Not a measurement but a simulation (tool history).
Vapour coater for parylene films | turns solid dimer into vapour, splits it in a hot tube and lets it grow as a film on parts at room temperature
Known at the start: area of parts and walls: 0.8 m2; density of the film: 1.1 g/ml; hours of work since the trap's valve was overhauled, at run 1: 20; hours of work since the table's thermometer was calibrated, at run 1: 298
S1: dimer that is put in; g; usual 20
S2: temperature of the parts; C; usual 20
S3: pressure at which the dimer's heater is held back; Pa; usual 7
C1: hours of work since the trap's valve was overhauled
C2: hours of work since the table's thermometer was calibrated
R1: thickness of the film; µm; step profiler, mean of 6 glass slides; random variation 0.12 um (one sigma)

run 1 hour=0 | S1=20 S2=20 S3=7 | C1=20 C2=298 | R1=14.52
run 2 hour=44.6 | S1=20 S2=20 S3=7 | C1=41 C2=319 | R1=14.22
run 3 hour=98.7 | S1=20 S2=20 S3=7 | C1=66 C2=344 | R1=14.15
run 4 hour=128.4 | S1=20 S2=20 S3=3 | C1=80 C2=358 | R1=16.96
run 5 hour=183.2 | S1=20 S2=20 S3=7 | C1=106 C2=384 | R1=14.28
run 6 hour=211.8 | S1=20 S2=20 S3=7 | C1=119 C2=397 | R1=13.83
run 7 hour=241.3 | S1=20 S2=20 S3=7 | C1=133 C2=411 | R1=14.08
run 8 hour=294.1 | S1=33 S2=20 S3=7 | C1=158 C2=436 | R1=23.13
run 9 hour=347.9 | S1=20 S2=20 S3=7 | C1=183 C2=461 | R1=13.78
run 10 hour=396 | S1=20 S2=20 S3=7 | C1=205 C2=483 | R1=13.77
run 11 hour=447.1 | S1=20 S2=20 S3=7 | C1=229 C2=507 | R1=13.77
run 12 hour=497.7 | S1=20 S2=20 S3=7 | C1=253 C2=531 | R1=13.45
run 13 hour=530.9 | S1=20 S2=20 S3=7 | C1=269 C2=547 | R1=13.52
-- hour=552.2 trap's valve overhauled
run 14 hour=559 | S1=20 S2=20 S3=7 | C1=3 C2=558 | R1=12.95
run 15 hour=588.1 | S1=20 S2=20 S3=7 | C1=17 C2=572 | R1=12.77
run 16 hour=622.8 | S1=20 S2=20 S3=7 | C1=33 C2=588 | R1=12.96
run 17 hour=673 | S1=20 S2=20 S3=7 | C1=57 C2=611 | R1=12.88
run 18 hour=724.6 | S1=20 S2=20 S3=7 | C1=81 C2=635 | R1=12.55
run 19 hour=762.3 | S1=20 S2=20 S3=9.14 | C1=98 C2=653 | R1=11.9
-- hour=796 trap's valve overhauled, once more
run 20 hour=805.2 | S1=20 S2=20 S3=9.14 | C1=4 C2=671 | R1=13.75
run 21 hour=858 | S1=20 S2=20 S3=9.14 | C1=29 C2=696 | R1=13.81
run 22 hour=890.6 | S1=20 S2=31 S3=7 | C1=44 C2=711 | R1=10.41
run 23 hour=943 | S1=20 S2=31 S3=7 | C1=69 C2=736 | R1=10.36
run 24 hour=970.5 | S1=20 S2=31 S3=7 | C1=82 C2=749 | R1=10.31
run 25 hour=1006.3 | S1=20 S2=25 S3=2.7 | C1=98 C2=765 | R1=14.54
run 26 hour=1036.4 | S1=20 S2=31 S3=6.43 | C1=113 C2=780 | R1=10.34
run 27 hour=1073.3 | S1=13 S2=20 S3=4.9 | C1=130 C2=797 | R1=9.68
run 28 hour=1099.6 | S1=29 S2=19 S3=7.73 | C1=142 C2=809 | R1=20.55
run 29 hour=1141.7 | S1=24 S2=20 S3=7.71 | C1=162 C2=829 | R1=16.43
run 30 hour=1175.3 | S1=24 S2=20 S3=7.71 | C1=178 C2=845 | R1=16.11
run 31 hour=1212.6 | S1=16 S2=20 S3=2.33 | C1=195 C2=862 | R1=13.43
run 32 hour=1245.4 | S1=16 S2=20 S3=2.33 | C1=210 C2=877 | R1=13.36
run 33 hour=1292.1 | S1=19 S2=20 S3=3.5 | C1=232 C2=899 | R1=14.76
run 34 hour=1347.8 | S1=19 S2=20 S3=3.5 | C1=258 C2=925 | R1=14.53
-- hour=1390.3 trap's valve overhauled
run 35 hour=1390.3 | S1=19 S2=20 S3=3.5 | C1=0 C2=943 | R1=15.65
run 36 hour=1432.9 | S1=32 S2=15 S3=2.51 | C1=20 C2=963 | R1=32.63
run 37 hour=1488.9 | S1=32 S2=15 S3=2.51 | C1=46 C2=990 | R1=31.93
run 38 hour=1537.2 | S1=23 S2=15 S3=10.18 | C1=69 C2=1012 | R1=17.59
run 39 hour=1561.1 | S1=23 S2=15 S3=10.18 | C1=80 C2=1023 | R1=17.6
run 40 hour=1616.4 | S1=13 S2=21 S3=6.98 | C1=106 C2=1049 | R1=8.86
run 41 hour=1660.6 | S1=13 S2=22 S3=5.38 | C1=127 C2=1070 | R1=9.03
run 42 hour=1692 | S1=26 S2=24 S3=2.49 | C1=141 C2=1085 | R1=19.35
run 43 hour=1720.6 | S1=26 S2=20 S3=7.35 | C1=155 C2=1098 | R1=17.42
run 44 hour=1750.1 | S1=26 S2=20 S3=7.35 | C1=168 C2=1112 | R1=17.52
run 45 hour=1778.5 | S1=13 S2=15 S3=7 | C1=182 C2=1125 | R1=10.39
run 46 hour=1805.6 | S1=32 S2=14 S3=6.68 | C1=194 C2=1138 | R1=26.1

3 ways to go on from here, each from the tool as it stands after run 46. What would each give?
run A hour=1838.2 | S1=15 S2=25 S3=5.49 | C1=210 C2=1153 | R1=?
run B hour=1838.2 | S1=11 S2=14 S3=2.26 | C1=210 C2=1153 | R1=?
run C hour=1838.2 | S1=9 S2=22 S3=5.61 | C1=210 C2=1153 | R1=?

run=A R1=9.12
run=B R1=11
run=C R1=6.06
Without the tool's hidden state the same runs would have given:
run=A R1=9.95
run=B R1=11.98
run=C R1=6.6
